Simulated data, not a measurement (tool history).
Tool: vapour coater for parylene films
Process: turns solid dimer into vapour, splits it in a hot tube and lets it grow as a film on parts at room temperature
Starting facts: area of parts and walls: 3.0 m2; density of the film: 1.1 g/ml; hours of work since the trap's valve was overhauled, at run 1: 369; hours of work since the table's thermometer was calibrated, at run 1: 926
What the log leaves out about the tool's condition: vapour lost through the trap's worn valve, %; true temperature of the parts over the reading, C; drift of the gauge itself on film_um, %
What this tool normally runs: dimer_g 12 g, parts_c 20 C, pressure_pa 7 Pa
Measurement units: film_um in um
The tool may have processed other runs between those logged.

run   hour  dimer_g  parts_c  pressure_pa  hours of work since the trap's valve was overhauled  hours of work since the table's thermometer was calibrated  film_um
  1      0       12       20            7                                                  369                                                         926    2.028
      13.6  -- trap's valve overhauled
  2   41.2       12       20            7                                                   22                                                         956    2.023
  3   73.1       12       17            7                                                   47                                                         981    2.268
  4   93.6       12       17            7                                                   64                                                         998    2.275
  5  111.6       12       17            7                                                   78                                                        1012    2.265
  6  143.6       12       20            7                                                  103                                                        1038    2.012
  7  159.8       12       20         2.77                                                  116                                                        1050     2.52
  8  186.9       12       20         2.77                                                  138                                                        1072    2.532
  9  210.5       12       20            7                                                  157                                                        1091    2.032
 10  241.7        6       20            7                                                  181                                                        1116    1.014
 11  278.8        6       20            7                                                  211                                                        1145    1.009
 12  300.9        6       20            7                                                  228                                                        1163    1.014
 13  318.8       12       25            7                                                  243                                                        1177    1.668
 14  335.9       12       25            7                                                  256                                                        1190    1.669
 15  358.7       12       20         9.45                                                  274                                                        1209    1.874
 16  375.6        9       19            7                                                  288                                                        1222    1.569
 17  406.8       12       17            7                                                  313                                                        1247    2.263

Predict the results of run 18:
 18  430.4       16       15         6.63                                                  331                                                        1266        ?

Run 18 measured film_um 3.285 um.
With no hidden state in the tool, this same run would have given film_um 3.288 um.
